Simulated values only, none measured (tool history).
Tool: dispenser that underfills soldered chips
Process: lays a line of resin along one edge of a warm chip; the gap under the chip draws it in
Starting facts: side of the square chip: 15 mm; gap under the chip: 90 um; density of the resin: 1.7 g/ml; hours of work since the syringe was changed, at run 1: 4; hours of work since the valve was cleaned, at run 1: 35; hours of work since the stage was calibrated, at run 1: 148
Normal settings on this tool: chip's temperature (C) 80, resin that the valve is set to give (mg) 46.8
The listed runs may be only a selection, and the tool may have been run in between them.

run  hour  chip's temperature (C)  resin that the valve is set to give (mg)  hours of work since the syringe was changed  hours of work since the valve was cleaned  hours of work since the stage was calibrated  time until the resin shows at the far edge (s)  resin that the valve gave (mg)
  1     0                      80                                      46.8                                            4                                         35                                           148                                             250                           45.43
  2   3.5                      85                                      46.8                                            6                                         37                                           151                                           231.8                           45.69
      5.9  -- new syringe of resin
  3   9.1                      85                                      46.8                                            2                                         40                                           154                                             173                           45.63
  4  13.4                      85                                      46.8                                            5                                         43                                           157                                           210.9                            45.4
     17.9  -- new syringe of resin
  5  17.9                      80                                      46.8                                            0                                         45                                           159                                           181.7                           45.38
  6  22.5                      80                                      46.8                                            3                                         48                                           162                                           217.8                           45.29
  7  26.3                      80                                      46.8                                            5                                         51                                           164                                           267.9                           45.37
     30.4  -- new syringe of resin
  8  32.3                      95                                      41.6                                            1                                         54                                           168                                           110.2                           40.09
  9  36.4                      66                                        54                                            4                                         57                                           170                                           446.6                           51.79
 10  41.2                      94                                      43.6                                            7                                         60                                           173                                             169                            41.7
     42.8  -- new syringe of resin
     46.3  -- dispensing valve cleaned and set on the balance
 11  47.2                      94                                      43.6                                            2                                          1                                           176                                           118.2                           43.76
 12    52                      78                                      52.8                                            5                                          4                                           179                                           281.6                           52.91
     55.9  -- new syringe of resin
 13  57.1                      80                                      59.9                                            1                                          6                                           182                                             180                           59.63
 14  61.5                      94                                        42                                            3                                          9                                           185                                           129.9                           41.83

Hidden condition of the tool, last listed run before each entry between runs versus first listed run after:
After run 2, before run 3: new syringe of resin (hour 5.9)
  resin's viscosity, % of fresh resin's: 159 -> 116.7; dose that the valve gives, % of what is set: 97.53 -> 97.33; true chip temperature over the reading, C: 1.21 -> 1.23
  measured minus no-state result, time until the resin shows at the far edge (s): +79.1 -> +17.7; resin that the valve gave (mg): -1.15 -> -1.25
After run 4, before run 5: new syringe of resin (hour 17.9)
  resin's viscosity, % of fresh resin's: 141.4 -> 99; dose that the valve gives, % of what is set: 97.15 -> 96.96; true chip temperature over the reading, C: 1.25 -> 1.27
  measured minus no-state result, time until the resin shows at the far edge (s): +54.6 -> -11; resin that the valve gave (mg): -1.33 -> -1.42
After run 7, before run 8: new syringe of resin (hour 30.4)
  resin's viscosity, % of fresh resin's: 144.1 -> 108.8; dose that the valve gives, % of what is set: 96.6 -> 96.36; true chip temperature over the reading, C: 1.31 -> 1.34
  measured minus no-state result, time until the resin shows at the far edge (s): +72.6 -> +4.8; resin that the valve gave (mg): -1.59 -> -1.51
After run 10, before run 11: new syringe of resin (hour 42.8); dispensing valve cleaned and set on the balance (hour 46.3)
  resin's viscosity, % of fresh resin's: 161.6 -> 116.8; dose that the valve gives, % of what is set: 96.01 -> 100.18; true chip temperature over the reading, C: 1.38 -> 1.4
  measured minus no-state result, time until the resin shows at the far edge (s): +59.7 -> +10.9; resin that the valve gave (mg): -1.74 -> +0.08
After run 12, before run 13: new syringe of resin (hour 55.9)
  resin's viscosity, % of fresh resin's: 144.9 -> 104.6; dose that the valve gives, % of what is set: 99.98 -> 99.79; true chip temperature over the reading, C: 1.42 -> 1.45
  measured minus no-state result, time until the resin shows at the far edge (s): +74.2 -> -3.6; resin that the valve gave (mg): +0 -> -0.12

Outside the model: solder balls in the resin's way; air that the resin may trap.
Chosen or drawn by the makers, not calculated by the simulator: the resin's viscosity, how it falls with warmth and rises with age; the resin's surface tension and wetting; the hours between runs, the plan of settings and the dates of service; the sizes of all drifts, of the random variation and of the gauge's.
